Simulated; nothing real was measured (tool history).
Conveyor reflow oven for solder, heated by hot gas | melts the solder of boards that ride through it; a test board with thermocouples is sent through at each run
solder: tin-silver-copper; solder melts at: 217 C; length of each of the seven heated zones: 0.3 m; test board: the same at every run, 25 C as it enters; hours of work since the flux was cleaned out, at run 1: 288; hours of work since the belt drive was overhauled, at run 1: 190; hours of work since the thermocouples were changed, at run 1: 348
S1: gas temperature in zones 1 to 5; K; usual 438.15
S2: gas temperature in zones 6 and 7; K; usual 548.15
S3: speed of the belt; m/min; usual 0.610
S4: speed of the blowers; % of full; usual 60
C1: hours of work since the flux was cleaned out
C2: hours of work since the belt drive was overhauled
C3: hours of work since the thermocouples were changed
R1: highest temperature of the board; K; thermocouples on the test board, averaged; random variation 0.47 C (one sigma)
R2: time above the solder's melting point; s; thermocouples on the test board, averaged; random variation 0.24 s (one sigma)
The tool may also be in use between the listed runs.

{"run": 1, "hour": 0.0, "S1": 438.15, "S2": 548.15, "S3": 0.61, "S4": 60, "C1": 288, "C2": 190, "C3": 348, "R1": 528.15, "R2": 43.6}
{"hour": 26.5, "done": "flux residue cleaned out of gas plates and filters"}
{"run": 2, "hour": 41.1, "S1": 438.15, "S2": 548.15, "S3": 0.631, "S4": 60, "C1": 8, "C2": 211, "C3": 369, "R1": 528.55, "R2": 41.4}
{"run": 3, "hour": 75.4, "S1": 438.15, "S2": 548.15, "S3": 0.631, "S4": 60, "C1": 28, "C2": 231, "C3": 389, "R1": 527.55, "R2": 41.2}
{"run": 4, "hour": 108.3, "S1": 438.15, "S2": 548.15, "S3": 0.521, "S4": 60, "C1": 47, "C2": 250, "C3": 408, "R1": 534.35, "R2": 55.1}
{"run": 5, "hour": 147.8, "S1": 438.15, "S2": 548.15, "S3": 0.521, "S4": 60, "C1": 70, "C2": 273, "C3": 431, "R1": 534.55, "R2": 55.0}
{"run": 6, "hour": 184.7, "S1": 438.15, "S2": 548.15, "S3": 0.521, "S4": 60, "C1": 92, "C2": 294, "C3": 452, "R1": 534.45, "R2": 54.5}
{"run": 7, "hour": 245.1, "S1": 438.15, "S2": 548.15, "S3": 0.521, "S4": 60, "C1": 127, "C2": 330, "C3": 487, "R1": 535.55, "R2": 55.3}
{"run": 8, "hour": 275.8, "S1": 438.15, "S2": 548.15, "S3": 0.521, "S4": 60, "C1": 145, "C2": 347, "C3": 505, "R1": 534.55, "R2": 54.8}
{"run": 9, "hour": 312.8, "S1": 438.15, "S2": 548.15, "S3": 0.61, "S4": 80, "C1": 166, "C2": 369, "C3": 526, "R1": 532.25, "R2": 45.9}
{"run": 10, "hour": 351.8, "S1": 438.15, "S2": 548.15, "S3": 0.61, "S4": 80, "C1": 189, "C2": 392, "C3": 549, "R1": 532.85, "R2": 45.7}
{"run": 11, "hour": 415.1, "S1": 438.15, "S2": 548.15, "S3": 0.61, "S4": 80, "C1": 226, "C2": 428, "C3": 586, "R1": 532.45, "R2": 45.5}
{"hour": 464.3, "done": "thermocouples of zones 6 and 7 changed"}
{"run": 12, "hour": 464.3, "S1": 438.15, "S2": 548.15, "S3": 0.61, "S4": 80, "C1": 253, "C2": 456, "C3": 0, "R1": 533.05, "R2": 45.6}
{"run": 13, "hour": 518.4, "S1": 429.15, "S2": 548.15, "S3": 0.61, "S4": 60, "C1": 284, "C2": 487, "C3": 31, "R1": 527.15, "R2": 41.0}
{"hour": 555.4, "done": "flux residue cleaned out of gas plates and filters"}
{"run": 14, "hour": 561.6, "S1": 438.15, "S2": 548.15, "S3": 0.61, "S4": 60, "C1": 4, "C2": 509, "C3": 54, "R1": 529.45, "R2": 43.6}
{"run": 15, "hour": 609.0, "S1": 438.15, "S2": 548.15, "S3": 0.61, "S4": 60, "C1": 31, "C2": 537, "C3": 81, "R1": 529.15, "R2": 43.4}
{"run": 16, "hour": 636.2, "S1": 439.15, "S2": 548.15, "S3": 0.719, "S4": 90, "C1": 47, "C2": 553, "C3": 97, "R1": 528.25, "R2": 37.0}
{"run": 17, "hour": 694.0, "S1": 439.15, "S2": 548.15, "S3": 0.719, "S4": 90, "C1": 80, "C2": 586, "C3": 130, "R1": 528.55, "R2": 36.4}
{"run": 18, "hour": 747.2, "S1": 439.15, "S2": 548.15, "S3": 0.719, "S4": 59, "C1": 111, "C2": 617, "C3": 161, "R1": 522.25, "R2": 33.5}
{"run": 19, "hour": 784.5, "S1": 439.15, "S2": 548.15, "S3": 0.719, "S4": 59, "C1": 133, "C2": 639, "C3": 183, "R1": 522.55, "R2": 33.1}
{"run": 20, "hour": 811.1, "S1": 439.15, "S2": 548.15, "S3": 0.719, "S4": 59, "C1": 148, "C2": 654, "C3": 198, "R1": 523.05, "R2": 33.1}
{"run": 21, "hour": 859.6, "S1": 439.15, "S2": 548.15, "S3": 0.719, "S4": 59, "C1": 177, "C2": 682, "C3": 227, "R1": 522.65, "R2": 33.0}
{"run": 22, "hour": 899.0, "S1": 439.15, "S2": 548.15, "S3": 0.719, "S4": 59, "C1": 199, "C2": 705, "C3": 249, "R1": 522.75, "R2": 33.2}
{"run": 23, "hour": 926.2, "S1": 439.15, "S2": 548.15, "S3": 0.719, "S4": 59, "C1": 215, "C2": 721, "C3": 265, "R1": 522.25, "R2": 33.4}
{"run": 24, "hour": 967.7, "S1": 431.15, "S2": 543.15, "S3": 0.628, "S4": 58, "C1": 239, "C2": 745, "C3": 289, "R1": 521.95, "R2": 36.1}
{"run": 25, "hour": 994.9, "S1": 431.15, "S2": 543.15, "S3": 0.628, "S4": 58, "C1": 255, "C2": 761, "C3": 305, "R1": 521.35, "R2": 36.7}
{"run": 26, "hour": 1041.2, "S1": 431.15, "S2": 543.15, "S3": 0.628, "S4": 58, "C1": 282, "C2": 788, "C3": 332, "R1": 521.95, "R2": 36.6}
{"hour": 1076.9, "done": "flux residue cleaned out of gas plates and filters"}
{"run": 27, "hour": 1083.8, "S1": 438.15, "S2": 558.15, "S3": 0.7, "S4": 60, "C1": 4, "C2": 809, "C3": 354, "R1": 532.25, "R2": 38.8}
{"run": 28, "hour": 1124.5, "S1": 438.15, "S2": 558.15, "S3": 0.7, "S4": 60, "C1": 28, "C2": 833, "C3": 377, "R1": 533.15, "R2": 38.4}
{"run": 29, "hour": 1188.4, "S1": 430.15, "S2": 548.15, "S3": 0.61, "S4": 60, "C1": 65, "C2": 870, "C3": 415, "R1": 527.15, "R2": 40.9}
{"run": 30, "hour": 1218.8, "S1": 448.15, "S2": 548.15, "S3": 0.61, "S4": 55, "C1": 82, "C2": 888, "C3": 432, "R1": 529.65, "R2": 46.4}

How the hidden state differs across the entries between the runs, from the last listed run before each to the first after it:
Between runs 1 and 2: flux residue cleaned out of gas plates and filters (hour 26.5)
  heat that the gas passes to the board, % of a clean oven's: 99.6 -> 100
Between runs 11 and 12: thermocouples of zones 6 and 7 changed (hour 464.3)
  true gas temperature in zones 6 and 7 over the reading, C: -0.09 -> -0.02
Between runs 13 and 14: flux residue cleaned out of gas plates and filters (hour 555.4)
  heat that the gas passes to the board, % of a clean oven's: 99.6 -> 100; true gas temperature in zones 6 and 7 over the reading, C: -0.02 -> -0.03
Between runs 26 and 27: flux residue cleaned out of gas plates and filters (hour 1076.9)
  heat that the gas passes to the board, % of a clean oven's: 99.6 -> 100
